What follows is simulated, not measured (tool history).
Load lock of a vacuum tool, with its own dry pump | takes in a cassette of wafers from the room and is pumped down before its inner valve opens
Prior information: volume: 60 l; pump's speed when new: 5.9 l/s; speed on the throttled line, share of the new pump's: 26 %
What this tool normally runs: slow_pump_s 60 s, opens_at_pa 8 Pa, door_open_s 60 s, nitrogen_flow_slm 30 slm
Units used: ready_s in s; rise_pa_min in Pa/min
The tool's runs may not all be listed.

run	hour	slow_pump_s	opens_at_pa	door_open_s	nitrogen_flow_slm	incoming humidity of the room's air, %	ready_s	rise_pa_min
1	0.0	60	8	60	30	43.4	146.0	0.044
2	327.5	60	8	60	30	45.2	146.4	0.051
3	745.4	60	8	60	30	47.0	146.6	0.057
4	1219.8	60	8	60	30	47.3	147.9	0.068
5	1457.6	60	8	60	30	42.7	147.6	0.066
6	1796.8	60	8	60	30	49.3	147.6	0.073
7	2364.4	60	8	60	30	44.3	148.8	0.093
8	2594.2	60	8	60	40	42.4	148.0	0.085
9	3063.9	60	8	60	40	43.4	146.1	0.097
10	3373.0	60	8	60	40	46.4	147.0	0.106
11	3723.7	50	11	60	18	45.6	138.6	0.114
12	4202.5	107	8	60	30	42.1	183.7	0.120
13	4732.0	88	8	60	13	47.1	168.2	0.143
14	5166.2	96	8	60	30	44.7	173.0	0.147
15	5627.5	96	12	60	30	44.0	171.0	0.164
16	6027.9	96	16	60	30	43.5	165.6	0.171
17	6454.9	96	16	60	30	47.8	167.0	0.188
18	7006.1	60	6	60	34	44.2	152.8	0.201
19	7363.5	60	6	60	5	46.2	154.7	0.223
20	7895.7	37	12	60	5	41.3	130.8	0.242

Forecast each of these 4 alternatives for the next run:
A	8138.8	60	12	149	30	44.9	?	?
B	8138.8	105	6	60	30	43.4	?	?
C	8138.8	60	8	60	11	43.0	?	?
D	8138.8	63	10	60	30	42.6	?	?

run	ready_s	rise_pa_min
A	145.9	0.244
B	185.9	0.230
C	151.4	0.240
D	149.9	0.235
With no hidden state in the tool, these same runs would have given:
run	ready_s	rise_pa_min
A	137.3	0.023
B	177.8	0.013
C	142.3	0.018
D	141.2	0.011
